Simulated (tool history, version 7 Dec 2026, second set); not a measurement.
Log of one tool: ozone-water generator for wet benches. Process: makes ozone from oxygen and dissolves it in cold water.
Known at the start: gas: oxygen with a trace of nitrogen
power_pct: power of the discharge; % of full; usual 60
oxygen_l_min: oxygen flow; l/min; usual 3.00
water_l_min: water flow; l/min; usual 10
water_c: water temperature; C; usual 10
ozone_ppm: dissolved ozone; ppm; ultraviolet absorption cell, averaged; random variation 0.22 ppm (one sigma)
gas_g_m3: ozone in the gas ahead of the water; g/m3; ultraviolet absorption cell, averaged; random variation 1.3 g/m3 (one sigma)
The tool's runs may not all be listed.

run	day	power_pct	oxygen_l_min	water_l_min	water_c	ozone_ppm	gas_g_m3
1	0.000	60	3.00	10	10	34.9	241.6
2	1.804	60	3.00	10	10	34.7	241.3
3	2.683	60	3.00	10	10	34.4	237.7
4	4.321	60	3.52	10	10	34.2	217.9
5	5.717	60	3.52	10	10	33.7	216.8
6	7.175	60	3.52	10	10	34.7	216.3
7	8.450	42	3.00	10	10	28.9	199.3
8	9.375	42	3.00	10	10	28.4	199.6
9	11.042	60	3.00	7	10	43.9	239.7
10	12.112	60	3.00	10	10	34.7	242.0
11	13.092	60	3.00	10	10	34.2	238.2
12	14.221	60	3.00	10	10	34.3	241.2
13	15.025	60	3.00	10	10	34.4	238.2
14	16.129	60	3.00	10	10	34.3	240.8
15	17.800	60	3.00	10	10	34.2	241.1
16	19.404	60	3.00	10	10	34.2	242.5
17	20.233	42	2.61	13	10	23.7	216.6
18	21.704	42	2.61	13	10	23.4	216.4
19	23.038	43	3.00	10	10	28.8	200.7
20	24.450	74	3.95	9	10	40.5	226.4

The next listed run, before its measurement:
21	25.842	74	3.95	9	10	?	?

ozone_ppm: 40.3 ppm
gas_g_m3: 226.1 g/m3
Without the tool's hidden state the same run would have given ozone_ppm 40.7 ppm, gas_g_m3 226.4 g/m3.
